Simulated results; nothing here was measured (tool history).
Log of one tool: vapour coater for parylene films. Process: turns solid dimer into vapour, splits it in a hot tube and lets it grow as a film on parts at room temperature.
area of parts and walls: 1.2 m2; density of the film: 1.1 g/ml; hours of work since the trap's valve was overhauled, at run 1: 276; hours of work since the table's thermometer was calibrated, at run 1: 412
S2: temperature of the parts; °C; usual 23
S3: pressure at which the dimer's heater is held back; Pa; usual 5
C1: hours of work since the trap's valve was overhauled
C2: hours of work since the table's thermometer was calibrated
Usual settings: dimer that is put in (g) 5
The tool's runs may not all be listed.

Run 1, hour 0: usual settings; C1 276; C2 412. Result: thickness of the film (µm) 2.5.
Run 2, hour 50.9: usual settings; C1 297; C2 433. Result: thickness of the film (µm) 2.46.
Run 3, hour 88.7: usual settings; C1 312; C2 448. Result: thickness of the film (µm) 2.46.
Run 4, hour 130.9: usual settings; C1 329; C2 465. Result: thickness of the film (µm) 2.5.
Run 5, hour 212.2: usual settings; C1 362; C2 498. Result: thickness of the film (µm) 2.47.
Run 6, hour 268.9: usual settings; C1 385; C2 520. Result: thickness of the film (µm) 2.44.
At hour 285.2: trap's valve overhauled.
Run 7, hour 325.9: usual settings; C1 16; C2 542. Result: thickness of the film (µm) 2.59.
Run 8, hour 405.1: usual settings but S2 19 °C; C1 48; C2 574. Result: thickness of the film (µm) 3.15.
Run 9, hour 490.7: usual settings but S2 19 °C; C1 83; C2 608. Result: thickness of the film (µm) 3.02.
Run 10, hour 562: usual settings but S2 17 °C; C1 112; C2 637. Result: thickness of the film (µm) 3.39.
Run 11, hour 617.9: usual settings but S2 17 °C; C1 134; C2 660. Result: thickness of the film (µm) 3.41.
Run 12, hour 697.5: usual settings but S3 6.08 Pa; C1 166; C2 692. Result: thickness of the film (µm) 2.54.
Run 13, hour 749.6: usual settings but S2 18 °C, S3 6.08 Pa; C1 187; C2 713. Result: thickness of the film (µm) 3.13.
Run 14, hour 832.1: usual settings but S2 18 °C, S3 6.08 Pa; C1 221; C2 746. Result: thickness of the film (µm) 3.11.
Run 15, hour 899.9: usual settings; C1 248; C2 773. Result: thickness of the film (µm) 2.49.
Run 16, hour 944.2: usual settings but dimer that is put in (g) 4; C1 266; C2 791. Result: thickness of the film (µm) 2.
Run 17, hour 993.9: usual settings but dimer that is put in (g) 4; C1 286; C2 811. Result: thickness of the film (µm) 1.98.
Run 18, hour 1044.5: usual settings but dimer that is put in (g) 4, S3 3.83 Pa; C1 306; C2 832. Result: thickness of the film (µm) 2.05.
Run 19, hour 1116.8: usual settings; C1 336; C2 861. Result: thickness of the film (µm) 2.43.
Run 20, hour 1173.2: usual settings but dimer that is put in (g) 4; C1 358; C2 884. Result: thickness of the film (µm) 2.
Run 21, hour 1242.6: usual settings but dimer that is put in (g) 4; C1 386; C2 912. Result: thickness of the film (µm) 1.97.
At hour 1253.5: trap's valve overhauled.
At hour 1281.5: table's thermometer calibrated.
Run 22, hour 1326.6: usual settings but dimer that is put in (g) 2, S2 22 °C, S3 4.06 Pa; C1 29; C2 18. Result: thickness of the film (µm) 1.02.

Forecast run 23:
Run 23, hour 1393.7: usual settings but S3 5.83 Pa; C1 56; C2 45. Result: thickness of the film (µm) ?.

thickness of the film (µm): 2.52
Without the tool's hidden state the same run would have given thickness of the film (µm) 2.56.

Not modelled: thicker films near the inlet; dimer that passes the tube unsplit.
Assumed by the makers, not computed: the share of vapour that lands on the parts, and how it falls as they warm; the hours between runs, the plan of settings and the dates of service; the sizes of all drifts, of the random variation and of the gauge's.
